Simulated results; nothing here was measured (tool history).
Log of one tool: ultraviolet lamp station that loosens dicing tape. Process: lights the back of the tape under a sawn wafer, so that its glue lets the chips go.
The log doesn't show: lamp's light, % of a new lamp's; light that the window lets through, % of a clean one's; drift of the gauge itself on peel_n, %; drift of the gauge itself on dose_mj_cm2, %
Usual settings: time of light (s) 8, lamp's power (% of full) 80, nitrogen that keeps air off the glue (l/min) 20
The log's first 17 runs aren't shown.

run,day,time of light (s),lamp's power (% of full),nitrogen that keeps air off the glue (l/min),hours of work of the lamp,hours of work since the window was cleaned,force that peels the tape off (N),light that reached the tape (J/m2)
18,12.117,8,80,20,792,552,1.058,3540
19,12.596,11,80,20,799,560,0.484,4870
20,13.271,10,80,20,810,571,0.610,4380
21,14.092,8,80,20,824,584,1.067,3550
22,15.100,8,80,10,840,600,1.511,3430
23,15.925,9,76,20,854,614,0.920,3670
24,16.883,9,76,20,869,629,0.977,3640
25,17.446,14,75,10,878,638,0.566,5550
26,18.246,5,81,6,891,651,3.400,2170
# day 18.654: window cleaned of glue's vapour
27,19.342,5,71,6,909,11,4.184,1760
28,20.038,10,71,6,920,22,1.927,3470
29,21.117,5,61,29,938,40,3.165,1450
30,22.167,7,86,15,955,57,1.695,2870
31,23.108,7,86,15,970,72,1.705,2840
# day 23.504: window cleaned of glue's vapour, once more
32,23.817,9,80,17,981,5,0.702,4370
33,24.621,9,66,21,994,18,1.008,3630
34,25.296,6,88,20,1005,29,1.225,3200
35,25.754,8,71,16,1013,37,1.244,3440
36,26.358,5,81,20,1022,46,1.935,2450
37,27.138,12,69,39,1035,59,0.313,4910
38,27.750,7,70,14,1045,69,1.711,2850
39,28.212,8,72,9,1052,76,1.605,3440
40,28.812,8,72,9,1062,86,1.654,3400
41,29.662,8,72,9,1076,100,1.652,3350
42,30.708,8,72,9,1093,117,1.656,3350

Forecast each of these 5 alternatives for the next run:
A,31.304,5,69,20,1103,127,?,?
B,31.304,11,72,39,1103,127,?,?
C,31.304,7,87,24,1103,127,?,?
D,31.304,8,80,40,1103,127,?,?
E,31.304,8,85,21,1103,127,?,?

run,force that peels the tape off (N),light that reached the tape (J/m2)
A,2.568,1980
B,0.404,4520
C,0.961,3570
D,0.660,3640
E,0.834,3860
Without the tool's hidden state the same runs would have given:
run,force that peels the tape off (N),light that reached the tape (J/m2)
A,1.750,2630
B,0.179,6010
C,0.495,4730
D,0.309,4840
E,0.411,5130

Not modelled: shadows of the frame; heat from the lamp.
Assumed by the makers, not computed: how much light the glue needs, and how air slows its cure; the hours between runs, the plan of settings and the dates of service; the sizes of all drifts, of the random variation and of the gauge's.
